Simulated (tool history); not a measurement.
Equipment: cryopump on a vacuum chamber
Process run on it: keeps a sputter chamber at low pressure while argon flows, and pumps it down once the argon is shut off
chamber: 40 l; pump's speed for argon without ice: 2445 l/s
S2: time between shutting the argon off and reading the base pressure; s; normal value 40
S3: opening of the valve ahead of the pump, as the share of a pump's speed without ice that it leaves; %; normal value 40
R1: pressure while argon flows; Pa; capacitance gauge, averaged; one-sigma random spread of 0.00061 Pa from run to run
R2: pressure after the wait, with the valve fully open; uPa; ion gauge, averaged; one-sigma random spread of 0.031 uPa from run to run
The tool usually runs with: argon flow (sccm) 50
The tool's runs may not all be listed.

{"run": 1, "hour": 0.0, "argon flow (sccm)": 50, "S2": 40, "S3": 40, "R1": 0.0939, "R2": 1.76}
{"run": 2, "hour": 42.3, "argon flow (sccm)": 50, "S2": 40, "S3": 40, "R1": 0.093, "R2": 1.79}
{"run": 3, "hour": 65.2, "argon flow (sccm)": 50, "S2": 40, "S3": 40, "R1": 0.0954, "R2": 1.8}
{"run": 4, "hour": 118.7, "argon flow (sccm)": 50, "S2": 40, "S3": 40, "R1": 0.096, "R2": 1.81}
{"run": 5, "hour": 165.0, "argon flow (sccm)": 50, "S2": 75, "S3": 40, "R1": 0.0973, "R2": 1.1}
{"run": 6, "hour": 217.5, "argon flow (sccm)": 85, "S2": 75, "S3": 40, "R1": 0.1689, "R2": 1.17}
{"run": 7, "hour": 246.9, "argon flow (sccm)": 85, "S2": 75, "S3": 40, "R1": 0.1688, "R2": 1.16}
{"hour": 259.3, "done": "pump warmed up, emptied and cooled again"}
{"run": 8, "hour": 277.3, "argon flow (sccm)": 85, "S2": 75, "S3": 40, "R1": 0.1484, "R2": 1.05}
{"run": 9, "hour": 331.2, "argon flow (sccm)": 85, "S2": 75, "S3": 40, "R1": 0.1482, "R2": 1.06}
{"run": 10, "hour": 385.7, "argon flow (sccm)": 50, "S2": 40, "S3": 40, "R1": 0.0887, "R2": 1.78}
{"run": 11, "hour": 429.1, "argon flow (sccm)": 50, "S2": 40, "S3": 25, "R1": 0.1416, "R2": 1.77}
{"run": 12, "hour": 481.5, "argon flow (sccm)": 50, "S2": 40, "S3": 25, "R1": 0.1421, "R2": 1.82}
{"run": 13, "hour": 529.2, "argon flow (sccm)": 50, "S2": 40, "S3": 25, "R1": 0.1412, "R2": 1.86}
{"run": 14, "hour": 576.9, "argon flow (sccm)": 50, "S2": 40, "S3": 25, "R1": 0.1449, "R2": 1.85}
{"run": 15, "hour": 602.1, "argon flow (sccm)": 50, "S2": 40, "S3": 25, "R1": 0.144, "R2": 1.86}
{"run": 16, "hour": 638.1, "argon flow (sccm)": 50, "S2": 40, "S3": 25, "R1": 0.1466, "R2": 1.83}
{"run": 17, "hour": 672.7, "argon flow (sccm)": 50, "S2": 40, "S3": 25, "R1": 0.1471, "R2": 1.87}
{"run": 18, "hour": 715.7, "argon flow (sccm)": 50, "S2": 76, "S3": 39, "R1": 0.0986, "R2": 1.24}
{"run": 19, "hour": 756.1, "argon flow (sccm)": 50, "S2": 76, "S3": 39, "R1": 0.0987, "R2": 1.23}
{"run": 20, "hour": 779.6, "argon flow (sccm)": 50, "S2": 76, "S3": 39, "R1": 0.1007, "R2": 1.23}
{"run": 21, "hour": 814.4, "argon flow (sccm)": 50, "S2": 76, "S3": 22, "R1": 0.169, "R2": 1.24}
{"run": 22, "hour": 843.8, "argon flow (sccm)": 56, "S2": 265, "S3": 40, "R1": 0.1111, "R2": 0.75}
{"hour": 883.5, "done": "pump warmed up, emptied and cooled again"}
{"run": 23, "hour": 898.3, "argon flow (sccm)": 27, "S2": 207, "S3": 40, "R1": 0.047, "R2": 0.69}
{"run": 24, "hour": 921.4, "argon flow (sccm)": 27, "S2": 207, "S3": 40, "R1": 0.0471, "R2": 0.64}
{"run": 25, "hour": 970.5, "argon flow (sccm)": 50, "S2": 40, "S3": 29, "R1": 0.1211, "R2": 1.88}
{"run": 26, "hour": 1012.7, "argon flow (sccm)": 54, "S2": 40, "S3": 29, "R1": 0.1317, "R2": 1.92}
{"run": 27, "hour": 1060.8, "argon flow (sccm)": 54, "S2": 40, "S3": 29, "R1": 0.1326, "R2": 1.95}
{"run": 28, "hour": 1086.4, "argon flow (sccm)": 32, "S2": 140, "S3": 26, "R1": 0.0876, "R2": 0.89}
{"run": 29, "hour": 1132.2, "argon flow (sccm)": 32, "S2": 140, "S3": 26, "R1": 0.0875, "R2": 0.9}
{"run": 30, "hour": 1175.2, "argon flow (sccm)": 32, "S2": 140, "S3": 26, "R1": 0.0893, "R2": 0.92}
{"run": 31, "hour": 1218.0, "argon flow (sccm)": 59, "S2": 287, "S3": 47, "R1": 0.0947, "R2": 0.69}
{"run": 32, "hour": 1241.2, "argon flow (sccm)": 59, "S2": 287, "S3": 47, "R1": 0.0954, "R2": 0.72}
{"run": 33, "hour": 1270.5, "argon flow (sccm)": 22, "S2": 287, "S3": 47, "R1": 0.0363, "R2": 0.73}
{"run": 34, "hour": 1298.6, "argon flow (sccm)": 50, "S2": 31, "S3": 17, "R1": 0.2121, "R2": 2.38}

Difference, measured minus no-hidden-state, one row per run. Run-to-run variation is common to both terms; the gauge's own scatter need not be:
What the log doesn't record here: pump's speed, % of a pump's without ice; cold plate's temperature, K; leak into the chamber, uPa l/s; drift of the gauge itself on working_pa, %; drift of the gauge itself on base_upa, %.
run=1 R1=+0.0067 R2=+0.16
run=2 R1=+0.0076 R2=+0.18
run=3 R1=+0.0083 R2=+0.19
run=4 R1=+0.0097 R2=+0.21
run=5 R1=+0.0109 R2=+0.22
run=6 R1=+0.021 R2=+0.25
run=7 R1=+0.0224 R2=+0.26
run=8 R1=+0.001 R2=+0.16
run=9 R1=+0.0025 R2=+0.17
run=10 R1=+0.0025 R2=+0.19
run=11 R1=+0.0032 R2=+0.2
run=12 R1=+0.0042 R2=+0.23
run=13 R1=+0.0052 R2=+0.24
run=14 R1=+0.0062 R2=+0.26
run=15 R1=+0.0068 R2=+0.26
run=16 R1=+0.0076 R2=+0.28
run=17 R1=+0.0086 R2=+0.29
run=18 R1=+0.0096 R2=+0.32
run=19 R1=+0.0107 R2=+0.34
run=20 R1=+0.0114 R2=+0.35
run=21 R1=+0.0123 R2=+0.36
run=22 R1=+0.0147 R2=+0.37
run=23 R1=+0.0005 R2=+0.26
run=24 R1=+0.0007 R2=+0.26
run=25 R1=+0.0021 R2=+0.27
run=26 R1=+0.003 R2=+0.29
run=27 R1=+0.0041 R2=+0.32
run=28 R1=+0.0027 R2=+0.32
run=29 R1=+0.0033 R2=+0.34
run=30 R1=+0.0039 R2=+0.36
run=31 R1=+0.0083 R2=+0.38
run=32 R1=+0.0088 R2=+0.39
run=33 R1=+0.0037 R2=+0.4
run=34 R1=+0.009 R2=+0.41
